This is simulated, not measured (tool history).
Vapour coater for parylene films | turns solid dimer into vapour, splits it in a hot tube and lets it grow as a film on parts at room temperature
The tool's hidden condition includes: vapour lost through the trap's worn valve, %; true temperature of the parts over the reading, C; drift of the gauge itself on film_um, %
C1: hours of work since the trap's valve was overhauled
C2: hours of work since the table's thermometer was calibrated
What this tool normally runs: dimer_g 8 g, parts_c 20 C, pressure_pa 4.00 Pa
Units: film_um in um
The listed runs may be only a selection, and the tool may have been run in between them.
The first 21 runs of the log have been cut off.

{"run": 22, "day": 11.346, "dimer_g": 4, "parts_c": 25, "pressure_pa": 8.51, "C1": 187, "C2": 169, "film_um": 0.71}
{"run": 23, "day": 11.842, "dimer_g": 8, "parts_c": 16, "pressure_pa": 6.32, "C1": 193, "C2": 175, "film_um": 2.1}
{"run": 24, "day": 12.479, "dimer_g": 12, "parts_c": 15, "pressure_pa": 4.0, "C1": 201, "C2": 184, "film_um": 3.49}
{"run": 25, "day": 13.242, "dimer_g": 8, "parts_c": 20, "pressure_pa": 6.31, "C1": 211, "C2": 193, "film_um": 1.79}
{"day": 13.575, "done": "trap's valve overhauled"}
{"run": 26, "day": 14.188, "dimer_g": 8, "parts_c": 20, "pressure_pa": 6.31, "C1": 8, "C2": 203, "film_um": 1.78}
{"run": 27, "day": 14.696, "dimer_g": 7, "parts_c": 12, "pressure_pa": 2.76, "C1": 14, "C2": 210, "film_um": 2.08}
{"run": 28, "day": 15.458, "dimer_g": 6, "parts_c": 26, "pressure_pa": 4.5, "C1": 24, "C2": 220, "film_um": 1.08}
{"run": 29, "day": 16.217, "dimer_g": 6, "parts_c": 29, "pressure_pa": 2.25, "C1": 34, "C2": 229, "film_um": 1.0}
{"run": 30, "day": 16.933, "dimer_g": 8, "parts_c": 18, "pressure_pa": 4.0, "C1": 43, "C2": 239, "film_um": 2.03}
{"run": 31, "day": 17.312, "dimer_g": 8, "parts_c": 16, "pressure_pa": 4.0, "C1": 48, "C2": 243, "film_um": 2.22}
{"run": 32, "day": 17.767, "dimer_g": 8, "parts_c": 16, "pressure_pa": 4.0, "C1": 54, "C2": 249, "film_um": 2.24}
{"run": 33, "day": 18.254, "dimer_g": 8, "parts_c": 31, "pressure_pa": 4.0, "C1": 60, "C2": 256, "film_um": 1.11}
{"run": 34, "day": 18.788, "dimer_g": 8, "parts_c": 31, "pressure_pa": 4.0, "C1": 67, "C2": 262, "film_um": 1.15}

Alternative continuations, all from the tool just after run 34; predict every row:
{"run": "A", "day": 19.321, "dimer_g": 7, "parts_c": 20, "pressure_pa": 8.24, "C1": 74, "C2": 269, "film_um": "?"}
{"run": "B", "day": 19.321, "dimer_g": 8, "parts_c": 31, "pressure_pa": 2.05, "C1": 74, "C2": 269, "film_um": "?"}
{"run": "C", "day": 19.321, "dimer_g": 7, "parts_c": 29, "pressure_pa": 4.0, "C1": 74, "C2": 269, "film_um": "?"}
{"run": "D", "day": 19.321, "dimer_g": 9, "parts_c": 31, "pressure_pa": 2.11, "C1": 74, "C2": 269, "film_um": "?"}

run=A film_um=1.50
run=B film_um=1.20
run=C film_um=1.08
run=D film_um=1.31
Take away the tool's hidden state, keep each run's random variation, and the runs would have read:
run=A film_um=1.50
run=B film_um=1.21
run=C film_um=1.08
run=D film_um=1.31
